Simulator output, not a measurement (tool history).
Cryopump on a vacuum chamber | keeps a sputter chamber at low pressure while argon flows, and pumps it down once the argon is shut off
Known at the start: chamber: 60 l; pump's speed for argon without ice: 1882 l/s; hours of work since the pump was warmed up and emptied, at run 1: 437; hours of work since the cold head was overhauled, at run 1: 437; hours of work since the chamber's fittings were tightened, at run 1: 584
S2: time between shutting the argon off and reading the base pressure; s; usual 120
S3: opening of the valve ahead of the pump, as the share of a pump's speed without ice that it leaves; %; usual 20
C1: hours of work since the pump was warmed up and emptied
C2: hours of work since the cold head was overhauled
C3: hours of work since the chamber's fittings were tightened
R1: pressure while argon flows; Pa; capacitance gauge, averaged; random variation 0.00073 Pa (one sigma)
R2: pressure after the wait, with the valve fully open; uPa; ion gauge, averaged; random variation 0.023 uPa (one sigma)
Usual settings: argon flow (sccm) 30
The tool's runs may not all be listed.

run 1 hour=0.0 | argon_flow_(sccm)=30 S2=120 S3=20 | C1=437 C2=437 C3=584 | R1=0.1436 R2=1.79
run 2 hour=22.7 | argon_flow_(sccm)=47 S2=120 S3=20 | C1=447 C2=447 C3=593 | R1=0.2262 R2=1.78
run 3 hour=39.6 | argon_flow_(sccm)=30 S2=120 S3=30 | C1=454 C2=454 C3=600 | R1=0.0996 R2=1.84
run 4 hour=63.9 | argon_flow_(sccm)=30 S2=120 S3=30 | C1=464 C2=464 C3=610 | R1=0.1002 R2=1.80
run 5 hour=80.8 | argon_flow_(sccm)=30 S2=120 S3=30 | C1=471 C2=471 C3=617 | R1=0.0986 R2=1.79
run 6 hour=107.0 | argon_flow_(sccm)=30 S2=120 S3=30 | C1=482 C2=482 C3=628 | R1=0.1001 R2=1.88
-- hour=138.7 pump warmed up, emptied and cooled again
run 7 hour=141.2 | argon_flow_(sccm)=30 S2=120 S3=30 | C1=1 C2=494 C3=640 | R1=0.0899 R2=1.57
run 8 hour=170.2 | argon_flow_(sccm)=30 S2=120 S3=34 | C1=13 C2=506 C3=652 | R1=0.0799 R2=1.58
run 9 hour=190.4 | argon_flow_(sccm)=30 S2=120 S3=20 | C1=22 C2=514 C3=661 | R1=0.1349 R2=1.60
run 10 hour=215.4 | argon_flow_(sccm)=15 S2=120 S3=20 | C1=32 C2=525 C3=671 | R1=0.0683 R2=1.51
run 11 hour=233.0 | argon_flow_(sccm)=15 S2=120 S3=20 | C1=39 C2=532 C3=679 | R1=0.0679 R2=1.56
run 12 hour=247.5 | argon_flow_(sccm)=15 S2=120 S3=20 | C1=45 C2=538 C3=685 | R1=0.0676 R2=1.59
run 13 hour=277.8 | argon_flow_(sccm)=15 S2=120 S3=20 | C1=58 C2=551 C3=697 | R1=0.0681 R2=1.67
run 14 hour=307.3 | argon_flow_(sccm)=33 S2=120 S3=30 | C1=70 C2=563 C3=709 | R1=0.1002 R2=1.73
run 15 hour=335.4 | argon_flow_(sccm)=33 S2=120 S3=30 | C1=82 C2=575 C3=721 | R1=0.1005 R2=1.68
run 16 hour=363.3 | argon_flow_(sccm)=33 S2=120 S3=30 | C1=93 C2=586 C3=733 | R1=0.1006 R2=1.71
run 17 hour=385.3 | argon_flow_(sccm)=56 S2=104 S3=30 | C1=103 C2=595 C3=742 | R1=0.1711 R2=1.80
run 18 hour=405.7 | argon_flow_(sccm)=14 S2=74 S3=36 | C1=111 C2=604 C3=750 | R1=0.0358 R2=2.09
run 19 hour=423.4 | argon_flow_(sccm)=30 S2=120 S3=46 | C1=118 C2=611 C3=758 | R1=0.0598 R2=1.76
run 20 hour=453.6 | argon_flow_(sccm)=57 S2=120 S3=20 | C1=131 C2=624 C3=770 | R1=0.2578 R2=1.82
run 21 hour=472.0 | argon_flow_(sccm)=59 S2=39 S3=32 | C1=139 C2=631 C3=778 | R1=0.1710 R2=2.91
run 22 hour=502.4 | argon_flow_(sccm)=45 S2=80 S3=32 | C1=151 C2=644 C3=791 | R1=0.1297 R2=2.15
run 23 hour=527.0 | argon_flow_(sccm)=45 S2=80 S3=32 | C1=162 C2=654 C3=801 | R1=0.1303 R2=2.14
run 24 hour=542.3 | argon_flow_(sccm)=17 S2=83 S3=31 | C1=168 C2=661 C3=807 | R1=0.0511 R2=2.11
run 25 hour=568.7 | argon_flow_(sccm)=17 S2=83 S3=31 | C1=179 C2=672 C3=818 | R1=0.0508 R2=2.18

Forecast each of these 3 alternatives for the next run:
run A hour=581.5 | argon_flow_(sccm)=48 S2=120 S3=20 | C1=184 C2=677 C3=824 | R1=? R2=?
run B hour=581.5 | argon_flow_(sccm)=40 S2=133 S3=24 | C1=184 C2=677 C3=824 | R1=? R2=?
run C hour=581.5 | argon_flow_(sccm)=17 S2=72 S3=31 | C1=184 C2=677 C3=824 | R1=? R2=?

run=A R1=0.2183 R2=1.90
run=B R1=0.1557 R2=1.80
run=C R1=0.0511 R2=2.29
Without the tool's hidden state the same runs would have given:
run=A R1=0.2126 R2=0.68
run=B R1=0.1509 R2=0.63
run=C R1=0.0491 R2=1.09

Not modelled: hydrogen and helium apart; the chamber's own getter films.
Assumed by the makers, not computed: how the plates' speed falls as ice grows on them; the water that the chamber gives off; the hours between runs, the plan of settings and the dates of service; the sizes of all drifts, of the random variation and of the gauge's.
